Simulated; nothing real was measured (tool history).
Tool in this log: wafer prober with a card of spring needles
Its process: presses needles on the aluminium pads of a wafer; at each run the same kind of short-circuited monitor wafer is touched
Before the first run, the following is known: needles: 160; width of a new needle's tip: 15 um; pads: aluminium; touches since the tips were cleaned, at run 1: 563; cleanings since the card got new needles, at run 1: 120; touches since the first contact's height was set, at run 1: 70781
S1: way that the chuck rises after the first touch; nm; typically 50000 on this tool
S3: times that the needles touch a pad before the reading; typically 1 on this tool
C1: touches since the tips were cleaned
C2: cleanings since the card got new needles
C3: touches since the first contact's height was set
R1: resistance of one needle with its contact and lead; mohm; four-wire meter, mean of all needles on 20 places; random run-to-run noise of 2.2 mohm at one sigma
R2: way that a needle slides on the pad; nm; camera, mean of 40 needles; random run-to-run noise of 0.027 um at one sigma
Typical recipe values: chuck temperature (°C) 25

run 1 hour=0.0 | S1=50000 chuck_temperature_(°C)=25 S3=1 | C1=563 C2=120 C3=70781 | R1=246 R2=12120
-- hour=20.5 tips cleaned on abrasive film
-- hour=40.6 tips cleaned on abrasive film
run 2 hour=40.6 | S1=50000 chuck_temperature_(°C)=25 S3=1 | C1=0 C2=122 C3=89545 | R1=246 R2=12140
-- hour=62.7 tips cleaned on abrasive film
-- hour=67.5 height of the first contact set anew
-- hour=80.9 tips cleaned on abrasive film
-- hour=103.2 tips cleaned on abrasive film
run 3 hour=106.1 | S1=50000 chuck_temperature_(°C)=25 S3=1 | C1=1320 C2=125 C3=17842 | R1=243 R2=12180
-- hour=123.6 tips cleaned on abrasive film
-- hour=145.3 tips cleaned on abrasive film
run 4 hour=161.7 | S1=50000 chuck_temperature_(°C)=25 S3=1 | C1=7638 C2=127 C3=43595 | R1=247 R2=12170
-- hour=166.1 tips cleaned on abrasive film
-- hour=186.9 tips cleaned on abrasive film
run 5 hour=199.8 | S1=50000 chuck_temperature_(°C)=25 S3=1 | C1=5999 C2=129 C3=61213 | R1=246 R2=12200
-- hour=207.9 tips cleaned on abrasive film
-- hour=230.0 tips cleaned on abrasive film
-- hour=250.3 tips cleaned on abrasive film
run 6 hour=250.3 | S1=50000 chuck_temperature_(°C)=25 S3=1 | C1=0 C2=132 C3=84547 | R1=247 R2=12230
-- hour=271.8 tips cleaned on abrasive film
-- hour=289.4 height of the first contact set anew
-- hour=291.3 tips cleaned on abrasive film
run 7 hour=291.3 | S1=50000 chuck_temperature_(°C)=25 S3=1 | C1=0 C2=134 C3=863 | R1=249 R2=12220
-- hour=309.2 tips cleaned on abrasive film
-- hour=330.5 tips cleaned on abrasive film
-- hour=351.2 tips cleaned on abrasive film
run 8 hour=351.2 | S1=50000 chuck_temperature_(°C)=101 S3=1 | C1=0 C2=137 C3=28527 | R1=269 R2=12260
-- hour=371.8 tips cleaned on abrasive film
-- hour=393.1 tips cleaned on abrasive film
-- hour=414.7 tips cleaned on abrasive film
run 9 hour=424.5 | S1=64000 chuck_temperature_(°C)=66 S3=2 | C1=4587 C2=140 C3=62499 | R1=252 R2=15680
-- hour=433.2 tips cleaned on abrasive film
-- hour=451.1 tips cleaned on abrasive film
-- hour=473.4 tips cleaned on abrasive film
run 10 hour=490.1 | S1=64000 chuck_temperature_(°C)=66 S3=2 | C1=7776 C2=143 C3=92831 | R1=255 R2=15620
-- hour=493.6 tips cleaned on abrasive film
-- hour=511.6 height of the first contact set anew
-- hour=516.1 tips cleaned on abrasive film
-- hour=537.5 tips cleaned on abrasive film
-- hour=559.0 tips cleaned on abrasive film
run 11 hour=574.0 | S1=47000 chuck_temperature_(°C)=70 S3=2 | C1=6977 C2=147 C3=28869 | R1=260 R2=11600
-- hour=578.5 tips cleaned on abrasive film
-- hour=600.0 tips cleaned on abrasive film
run 12 hour=609.7 | S1=50000 chuck_temperature_(°C)=25 S3=2 | C1=4533 C2=149 C3=45404 | R1=245 R2=12280
-- hour=618.7 tips cleaned on abrasive film
-- hour=640.6 tips cleaned on abrasive film
-- hour=662.4 tips cleaned on abrasive film
-- hour=684.6 tips cleaned on abrasive film
run 13 hour=686.5 | S1=34000 chuck_temperature_(°C)=115 S3=2 | C1=876 C2=153 C3=80896 | R1=284 R2=8330
-- hour=703.9 tips cleaned on abrasive film
-- hour=725.6 tips cleaned on abrasive film
-- hour=733.9 height of the first contact set anew
-- hour=746.2 tips cleaned on abrasive film
-- hour=764.1 tips cleaned on abrasive film
run 14 hour=765.0 | S1=34000 chuck_temperature_(°C)=75 S3=1 | C1=426 C2=157 C3=14392 | R1=270 R2=8330
-- hour=782.8 tips cleaned on abrasive film
-- hour=804.6 tips cleaned on abrasive film
-- hour=826.9 tips cleaned on abrasive film
run 15 hour=828.4 | S1=34000 chuck_temperature_(°C)=75 S3=1 | C1=691 C2=160 C3=43726 | R1=278 R2=8390

Hidden state at the last listed run before each entry between runs and at the first one after, where it differs:
After run 1, before run 2: tips cleaned on abrasive film (hour 20.5); tips cleaned on abrasive film (hour 40.6)
  debris on the tips, nm: 0.1 -> 0; drift of the gauge itself on scrub_um, %: 0 -> 0.08
  what was measured, less what the result would be without the hidden state, R2: +0 -> +10 nm
After run 2, before run 3: tips cleaned on abrasive film (hour 62.7); height of the first contact set anew (hour 67.5); tips cleaned on abrasive film (hour 80.9); tips cleaned on abrasive film (hour 103.2)
  debris on the tips, nm: 0 -> 0.2; drift of the gauge itself on scrub_um, %: 0.08 -> 0.2
  what was measured, less what the result would be without the hidden state, R2: +10 -> +30 nm
After run 3, before run 4: tips cleaned on abrasive film (hour 123.6); tips cleaned on abrasive film (hour 145.3)
  debris on the tips, nm: 0.2 -> 0.4; drift of the gauge itself on scrub_um, %: 0.2 -> 0.31
  what was measured, less what the result would be without the hidden state, R2: +30 -> +30 nm
After run 4, before run 5: tips cleaned on abrasive film (hour 166.1); tips cleaned on abrasive film (hour 186.9)
  drift of the gauge itself on scrub_um, %: 0.31 -> 0.38
  what was measured, less what the result would be without the hidden state, R2: +30 -> +40 nm
After run 5, before run 6: tips cleaned on abrasive film (hour 207.9); tips cleaned on abrasive film (hour 230.0); tips cleaned on abrasive film (hour 250.3)
  debris on the tips, nm: 0.4 -> 0; drift of the gauge itself on scrub_um, %: 0.38 -> 0.48
  what was measured, less what the result would be without the hidden state, R2: +40 -> +60 nm
After run 6, before run 7: tips cleaned on abrasive film (hour 271.8); height of the first contact set anew (hour 289.4); tips cleaned on abrasive film (hour 291.3)
  drift of the gauge itself on scrub_um, %: 0.48 -> 0.55
  what was measured, less what the result would be without the hidden state, R2: +60 -> +70 nm
After run 7, before run 8: tips cleaned on abrasive film (hour 309.2); tips cleaned on abrasive film (hour 330.5); tips cleaned on abrasive film (hour 351.2)
  drift of the gauge itself on scrub_um, %: 0.55 -> 0.67
  what was measured, less what the result would be without the hidden state, R2: +70 -> +90 nm
After run 8, before run 9: tips cleaned on abrasive film (hour 371.8); tips cleaned on abrasive film (hour 393.1); tips cleaned on abrasive film (hour 414.7)
  debris on the tips, nm: 0 -> 0.4; drift of the gauge itself on scrub_um, %: 0.67 -> 0.81
  what was measured, less what the result would be without the hidden state, R2: +90 -> +130 nm
After run 9, before run 10: tips cleaned on abrasive film (hour 433.2); tips cleaned on abrasive film (hour 451.1); tips cleaned on abrasive film (hour 473.4)
  drift of the gauge itself on scrub_um, %: 0.81 -> 0.93
  what was measured, less what the result would be without the hidden state, R2: +130 -> +150 nm
After run 10, before run 11: tips cleaned on abrasive film (hour 493.6); height of the first contact set anew (hour 511.6); tips cleaned on abrasive film (hour 516.1); tips cleaned on abrasive film (hour 537.5); tips cleaned on abrasive film (hour 559.0)
  drift of the gauge itself on scrub_um, %: 0.93 -> 1.09
  what was measured, less what the result would be without the hidden state, R2: +150 -> +120 nm
After run 11, before run 12: tips cleaned on abrasive film (hour 578.5); tips cleaned on abrasive film (hour 600.0)
  drift of the gauge itself on scrub_um, %: 1.09 -> 1.16
  what was measured, less what the result would be without the hidden state, R2: +120 -> +140 nm
After run 12, before run 13: tips cleaned on abrasive film (hour 618.7); tips cleaned on abrasive film (hour 640.6); tips cleaned on abrasive film (hour 662.4); tips cleaned on abrasive film (hour 684.6)
  debris on the tips, nm: 0.4 -> 0.1; drift of the gauge itself on scrub_um, %: 1.16 -> 1.3
  what was measured, less what the result would be without the hidden state, R2: +140 -> +110 nm
After run 13, before run 14: tips cleaned on abrasive film (hour 703.9); tips cleaned on abrasive film (hour 725.6); height of the first contact set anew (hour 733.9); tips cleaned on abrasive film (hour 746.2); tips cleaned on abrasive film (hour 764.1)
  drift of the gauge itself on scrub_um, %: 1.3 -> 1.45
  what was measured, less what the result would be without the hidden state, R2: +110 -> +120 nm
After run 14, before run 15: tips cleaned on abrasive film (hour 782.8); tips cleaned on abrasive film (hour 804.6); tips cleaned on abrasive film (hour 826.9)
  drift of the gauge itself on scrub_um, %: 1.45 -> 1.57
  what was measured, less what the result would be without the hidden state, R2: +120 -> +130 nm
